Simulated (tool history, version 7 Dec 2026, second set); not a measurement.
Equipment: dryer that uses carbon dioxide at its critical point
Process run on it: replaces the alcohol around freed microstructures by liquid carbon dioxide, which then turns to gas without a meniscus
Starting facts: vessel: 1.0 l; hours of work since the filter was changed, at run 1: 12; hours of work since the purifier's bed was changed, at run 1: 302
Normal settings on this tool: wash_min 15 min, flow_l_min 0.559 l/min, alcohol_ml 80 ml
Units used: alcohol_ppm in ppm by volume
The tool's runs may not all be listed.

run	hour	wash_min	flow_l_min	alcohol_ml	hours of work since the filter was changed	hours of work since the purifier's bed was changed	alcohol_ppm
1	0	15	0.559	80	12	302	79
2	30.4	15	0.559	79	24	315	88
3	60.2	15	0.559	79	37	328	101
4	84.2	15	0.559	80	47	338	89
5	108.7	15	0.559	80	57	348	93
6	134.9	15	0.559	80	68	359	94
7	149.3	15	0.559	80	74	365	92
8	173	15	0.559	80	84	374	91
9	194.4	15	0.559	43	92	383	86
10	225	15	0.559	80	105	396	101
11	249.6	15	0.559	80	115	406	101
12	272.2	15	0.414	80	125	416	408
13	295.5	15	0.559	80	135	425	121
14	319.7	12	0.559	80	145	435	292
15	346.8	12	0.559	80	156	447	299
16	371.7	15	0.541	80	166	457	135
17	386.8	15	0.541	80	173	463	134
18	407.4	15	0.541	80	181	472	128
19	437.9	17	0.559	80	194	485	82
20	468.2	17	0.559	80	206	497	94
21	491	17	0.559	80	216	507	97
22	520.6	17	0.559	80	228	519	98
23	534.8	17	0.559	24	234	525	77
24	553.3	17	0.559	24	242	533	77
25	581.3	11	0.68	37	253	544	134
26	598.8	15	0.586	54	261	552	88
27	614.5	16	0.559	83	267	558	120
28	627.6	21	0.752	92	273	564	76
29	645.8	11	0.559	64	280	571	448
30	674.3	16	0.559	64	292	583	114
31	689.1	16	0.559	64	298	589	109
32	715.1	22	0.793	53	309	600	86
33	742.3	10	0.749	80	320	611	233
34	767.1	12	0.606	27	331	622	142
# hour 783.3: inlet filter changed
35	799.5	19	0.355	27	7	635	141
36	823.9	15	0.893	62	17	645	89
37	854	15	0.893	62	29	657	87
38	869.1	12	0.483	80	36	664	543
39	891.6	16	0.943	51	45	673	80
40	921.6	16	0.943	51	58	685	78
41	935.6	21	0.716	119	63	691	96
42	959.5	22	0.473	80	73	701	93
43	985.7	12	0.797	29	84	712	97
44	1002.4	12	0.797	29	91	719	89
45	1025.3	23	0.618	29	101	729	88
46	1053.3	20	0.559	80	112	740	98
47	1083.8	22	0.649	29	125	753	94

Entry by entry between the runs, the difference in hidden state between the last listed run before and the first listed run after:
Runs 34 to 35: inlet filter changed (hour 783.3)
  flow that reaches the vessel past the clogged filter, %: 92.9 -> 99.3; alcohol in the recycled carbon dioxide, ppm: 78.3 -> 79.8
  what was measured, less what the result would be without the hidden state, alcohol_ppm: +97 -> +76 ppm by volume
